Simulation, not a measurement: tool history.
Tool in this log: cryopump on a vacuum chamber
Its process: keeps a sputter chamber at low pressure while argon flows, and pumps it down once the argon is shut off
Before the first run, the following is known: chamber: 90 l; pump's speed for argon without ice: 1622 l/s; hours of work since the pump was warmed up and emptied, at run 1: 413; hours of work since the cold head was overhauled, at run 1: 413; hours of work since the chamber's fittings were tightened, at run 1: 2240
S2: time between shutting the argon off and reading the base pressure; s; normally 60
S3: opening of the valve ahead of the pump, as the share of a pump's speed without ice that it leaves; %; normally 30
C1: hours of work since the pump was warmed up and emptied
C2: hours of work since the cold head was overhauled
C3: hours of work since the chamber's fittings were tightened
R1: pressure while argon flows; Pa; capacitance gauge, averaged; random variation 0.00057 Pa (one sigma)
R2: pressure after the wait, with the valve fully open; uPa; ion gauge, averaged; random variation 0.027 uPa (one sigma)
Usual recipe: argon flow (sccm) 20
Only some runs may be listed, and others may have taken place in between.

run 1 hour=0.0 | argon_flow_(sccm)=20 S2=60 S3=30 | C1=413 C2=413 C3=2240 | R1=0.0714 R2=2.76
run 2 hour=37.9 | argon_flow_(sccm)=20 S2=60 S3=30 | C1=435 C2=435 C3=2262 | R1=0.0722 R2=2.87
run 3 hour=77.2 | argon_flow_(sccm)=20 S2=60 S3=30 | C1=458 C2=458 C3=2285 | R1=0.0730 R2=2.89
run 4 hour=110.1 | argon_flow_(sccm)=20 S2=193 S3=30 | C1=477 C2=477 C3=2304 | R1=0.0723 R2=2.22
run 5 hour=143.2 | argon_flow_(sccm)=20 S2=60 S3=30 | C1=496 C2=496 C3=2323 | R1=0.0721 R2=2.95
run 6 hour=182.4 | argon_flow_(sccm)=20 S2=60 S3=30 | C1=519 C2=519 C3=2346 | R1=0.0728 R2=2.99
run 7 hour=215.0 | argon_flow_(sccm)=20 S2=60 S3=30 | C1=538 C2=538 C3=2365 | R1=0.0735 R2=3.01
run 8 hour=235.4 | argon_flow_(sccm)=20 S2=60 S3=30 | C1=550 C2=550 C3=2377 | R1=0.0727 R2=3.12
run 9 hour=270.9 | argon_flow_(sccm)=20 S2=60 S3=30 | C1=570 C2=570 C3=2397 | R1=0.0731 R2=3.02
run 10 hour=288.7 | argon_flow_(sccm)=15 S2=60 S3=30 | C1=581 C2=581 C3=2408 | R1=0.0550 R2=3.06
run 11 hour=319.5 | argon_flow_(sccm)=15 S2=60 S3=30 | C1=599 C2=599 C3=2426 | R1=0.0551 R2=3.00
run 12 hour=350.2 | argon_flow_(sccm)=20 S2=60 S3=30 | C1=616 C2=616 C3=2443 | R1=0.0737 R2=3.12
run 13 hour=375.8 | argon_flow_(sccm)=20 S2=60 S3=30 | C1=631 C2=631 C3=2458 | R1=0.0739 R2=3.10
run 14 hour=396.6 | argon_flow_(sccm)=20 S2=60 S3=34 | C1=643 C2=643 C3=2471 | R1=0.0659 R2=3.16
run 15 hour=422.9 | argon_flow_(sccm)=20 S2=60 S3=34 | C1=659 C2=659 C3=2486 | R1=0.0661 R2=3.21
run 16 hour=441.9 | argon_flow_(sccm)=20 S2=60 S3=34 | C1=670 C2=670 C3=2497 | R1=0.0666 R2=3.14
run 17 hour=460.6 | argon_flow_(sccm)=20 S2=60 S3=32 | C1=681 C2=681 C3=2508 | R1=0.0699 R2=3.13
run 18 hour=496.5 | argon_flow_(sccm)=20 S2=133 S3=32 | C1=702 C2=702 C3=2529 | R1=0.0705 R2=2.61
run 19 hour=523.9 | argon_flow_(sccm)=20 S2=133 S3=32 | C1=718 C2=718 C3=2545 | R1=0.0702 R2=2.59
run 20 hour=559.5 | argon_flow_(sccm)=12 S2=32 S3=30 | C1=738 C2=738 C3=2565 | R1=0.0446 R2=4.25
run 21 hour=593.7 | argon_flow_(sccm)=12 S2=32 S3=30 | C1=758 C2=758 C3=2585 | R1=0.0445 R2=4.21
run 22 hour=632.8 | argon_flow_(sccm)=20 S2=115 S3=43 | C1=781 C2=781 C3=2608 | R1=0.0540 R2=2.77
run 23 hour=657.2 | argon_flow_(sccm)=20 S2=115 S3=43 | C1=795 C2=795 C3=2622 | R1=0.0542 R2=2.91
run 24 hour=687.9 | argon_flow_(sccm)=39 S2=89 S3=32 | C1=813 C2=813 C3=2640 | R1=0.1386 R2=2.93
run 25 hour=717.6 | argon_flow_(sccm)=28 S2=55 S3=54 | C1=830 C2=830 C3=2657 | R1=0.0620 R2=3.51
run 26 hour=736.9 | argon_flow_(sccm)=40 S2=21 S3=39 | C1=841 C2=841 C3=2669 | R1=0.1184 R2=5.49
run 27 hour=759.1 | argon_flow_(sccm)=31 S2=25 S3=39 | C1=854 C2=854 C3=2682 | R1=0.0922 R2=4.85
run 28 hour=780.2 | argon_flow_(sccm)=29 S2=22 S3=39 | C1=867 C2=867 C3=2694 | R1=0.0861 R2=5.45
-- hour=795.6 pump warmed up, emptied and cooled again
run 29 hour=811.7 | argon_flow_(sccm)=22 S2=36 S3=51 | C1=9 C2=882 C3=2709 | R1=0.0447 R2=3.68
run 30 hour=847.6 | argon_flow_(sccm)=20 S2=80 S3=30 | C1=30 C2=903 C3=2730 | R1=0.0699 R2=2.77
run 31 hour=886.2 | argon_flow_(sccm)=39 S2=211 S3=45 | C1=53 C2=925 C3=2753 | R1=0.0924 R2=2.27
run 32 hour=906.0 | argon_flow_(sccm)=12 S2=136 S3=30 | C1=64 C2=937 C3=2764 | R1=0.0420 R2=2.45
run 33 hour=927.0 | argon_flow_(sccm)=12 S2=136 S3=30 | C1=76 C2=949 C3=2776 | R1=0.0426 R2=2.41
run 34 hour=955.8 | argon_flow_(sccm)=25 S2=48 S3=21 | C1=93 C2=966 C3=2793 | R1=0.1253 R2=3.35
run 35 hour=981.0 | argon_flow_(sccm)=25 S2=48 S3=21 | C1=108 C2=981 C3=2808 | R1=0.1248 R2=3.37

Here are 3 independent what-if runs from the current tool condition. What would each one return?
run A hour=1009.1 | argon_flow_(sccm)=10 S2=60 S3=31 | C1=124 C2=997 C3=2824 | R1=? R2=?
run B hour=1009.1 | argon_flow_(sccm)=9 S2=60 S3=30 | C1=124 C2=997 C3=2824 | R1=? R2=?
run C hour=1009.1 | argon_flow_(sccm)=8 S2=60 S3=26 | C1=124 C2=997 C3=2824 | R1=? R2=?

run=A R1=0.0349 R2=3.11
run=B R1=0.0315 R2=3.01
run=C R1=0.0317 R2=3.14
Stripped of hidden state, with their random variation kept, the same runs would have yielded:
run=A R1=0.0343 R2=1.22
run=B R1=0.0310 R2=1.21
run=C R1=0.0312 R2=1.26
